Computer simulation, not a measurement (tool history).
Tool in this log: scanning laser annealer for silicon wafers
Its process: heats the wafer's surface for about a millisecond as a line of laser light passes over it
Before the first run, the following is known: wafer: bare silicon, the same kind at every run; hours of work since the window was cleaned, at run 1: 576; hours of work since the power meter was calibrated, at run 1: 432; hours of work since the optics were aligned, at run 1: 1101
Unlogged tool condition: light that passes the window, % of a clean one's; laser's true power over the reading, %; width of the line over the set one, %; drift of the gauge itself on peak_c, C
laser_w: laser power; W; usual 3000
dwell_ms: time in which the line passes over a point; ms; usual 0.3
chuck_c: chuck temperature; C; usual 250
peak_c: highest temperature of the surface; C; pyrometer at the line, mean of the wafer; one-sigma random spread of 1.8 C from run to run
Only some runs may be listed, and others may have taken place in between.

run,hour,laser_w,dwell_ms,chuck_c,hours of work since the window was cleaned,hours of work since the power meter was calibrated,hours of work since the optics were aligned,peak_c
1,0,3000,0.3,250,576,432,1101,940
2,8.5,3000,0.3,214,583,439,1107,908
3,18.5,3000,0.3,214,591,447,1115,909
4,31.8,3000,0.3,214,602,458,1126,906
5,38.5,3000,0.3,244,607,463,1131,934
6,47.4,3146,0.3,250,614,470,1138,985
7,59.7,3146,0.3,250,624,480,1148,987
8,67.3,3146,0.3,250,630,486,1154,985
9,73.9,2724,0.3,250,635,491,1160,860
10,79.6,2724,0.271,257,640,496,1164,831
11,92.8,3071,0.275,230,650,506,1175,907
12,104.1,3113,0.366,286,660,515,1184,1093
13,113.2,2901,0.253,259,667,523,1191,861
14,123.5,2901,0.253,259,675,531,1199,862

Each row is a separate what-if for the run after 14, all from the same tool condition, not one after another. Results?
A,132.8,3177,0.253,259,682,538,1207,?
B,132.8,2718,0.343,215,682,538,1207,?
C,132.8,3000,0.212,250,682,538,1207,?
D,132.8,2901,0.237,259,682,538,1207,?
E,132.8,2671,0.337,250,682,538,1207,?

run,peak_c
A,938
B,870
C,821
D,841
E,885
Take away the tool's hidden state, keep each run's random variation, and the runs would have read:
run,peak_c
A,965
B,896
C,844
D,864
E,910
